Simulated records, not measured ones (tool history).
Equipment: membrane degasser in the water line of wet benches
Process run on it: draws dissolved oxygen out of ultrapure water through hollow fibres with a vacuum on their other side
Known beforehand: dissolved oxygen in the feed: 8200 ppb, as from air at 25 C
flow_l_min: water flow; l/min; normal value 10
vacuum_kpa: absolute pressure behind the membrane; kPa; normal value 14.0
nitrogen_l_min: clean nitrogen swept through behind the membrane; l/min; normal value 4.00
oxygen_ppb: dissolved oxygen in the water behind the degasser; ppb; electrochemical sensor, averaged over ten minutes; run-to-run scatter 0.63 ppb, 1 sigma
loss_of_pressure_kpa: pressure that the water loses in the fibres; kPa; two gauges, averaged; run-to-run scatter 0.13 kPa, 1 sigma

run,hour,flow_l_min,vacuum_kpa,nitrogen_l_min,oxygen_ppb,loss_of_pressure_kpa
1,0.0,10,14.0,4.00,75.0,28.06
2,25.1,9,14.0,4.00,65.0,25.41
3,78.0,10,14.0,2.82,100.8,28.62
4,105.5,10,14.0,4.00,74.7,28.54
5,149.0,10,14.0,3.11,93.6,28.63
6,187.4,10,16.2,4.00,88.5,28.26
7,212.2,10,16.2,4.00,87.5,28.57
8,266.5,10,16.2,4.00,87.4,28.56
9,316.3,10,16.2,4.00,88.7,28.79
10,348.4,10,16.2,4.00,87.8,28.73
11,370.9,10,16.2,4.00,88.9,28.81
12,402.8,14,24.8,5.35,167.2,40.15
13,436.2,14,24.8,5.35,168.1,40.27
14,485.3,14,24.8,5.35,167.5,40.73
# hour 494.8: vacuum gauge calibrated
15,520.7,14,24.8,5.35,171.1,40.65
16,562.4,10,9.1,11.13,21.4,29.09
# hour 592.5: gauge calibrated
17,596.4,13,9.1,2.06,114.3,36.87
18,621.9,10,25.1,2.68,205.7,28.51
19,658.9,11,18.0,3.38,131.6,31.07
20,693.5,11,31.5,2.80,278.6,31.21
21,745.5,10,27.9,4.00,158.1,28.62

Each row is a separate what-if for the run after 21, all from the same tool condition, not one after another. Results?
# hour 752.1: seals of the vacuum lines changed
A,799.8,14,16.4,4.00,?,?
# hour 752.1: seals of the vacuum lines changed
B,799.8,6,20.3,3.22,?,?
# hour 752.1: seals of the vacuum lines changed
C,799.8,10,26.8,5.42,?,?
# hour 752.1: seals of the vacuum lines changed
D,799.8,10,17.8,4.00,?,?

run,oxygen_ppb,loss_of_pressure_kpa
A,143.7,39.80
B,78.6,16.98
C,115.5,28.68
D,96.7,28.66
Stripped of hidden state, with their random variation kept, the same runs would have yielded:
run,oxygen_ppb,loss_of_pressure_kpa
A,143.6,39.43
B,78.6,16.83
C,115.4,28.42
D,96.7,28.40
